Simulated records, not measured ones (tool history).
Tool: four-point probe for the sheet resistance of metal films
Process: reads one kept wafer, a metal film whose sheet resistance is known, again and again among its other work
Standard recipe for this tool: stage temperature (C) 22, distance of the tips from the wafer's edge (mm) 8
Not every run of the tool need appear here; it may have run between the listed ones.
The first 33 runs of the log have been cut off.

run    hour  stage temperature (C)  distance of the tips from the wafer's edge (mm)  sheet resistance as the instrument gives it (ohm/square)
 34  2365.4                     25                                                8                                                  0.046781
 35  2451.0                     25                                                8                                                  0.046806
 36  2526.2                     32                                                8                                                  0.046638
 37  2617.0                     21                                               14                                                  0.046704
 38  2671.5                     25                                               21                                                  0.046523
 39  2769.4                     25                                               21                                                  0.046546
 40  2818.7                     25                                               21                                                  0.046545
 41  2879.9                     24                                               50                                                  0.046570
 42  2965.5                     24                                               50                                                  0.046574
 43  3027.0                     29                                                4                                                  0.047966
 44  3114.2                     33                                               21                                                  0.046428
 45  3182.6                     33                                               21                                                  0.046434

3 ways to go on from here, each from the tool as it stands after run 45. What would each give?
  A  3253.5                     22                                               75                                                         ?
  B  3253.5                     22                                               15                                                         ?
  C  3253.5                     19                                                8                                                         ?

run  sheet resistance as the instrument gives it (ohm/square)
  A                                                  0.046702
  B                                                  0.046808
  C                                                  0.047178
With no hidden state in the tool, these same runs would have given:
run  sheet resistance as the instrument gives it (ohm/square)
  A                                                  0.046340
  B                                                  0.046445
  C                                                  0.046812
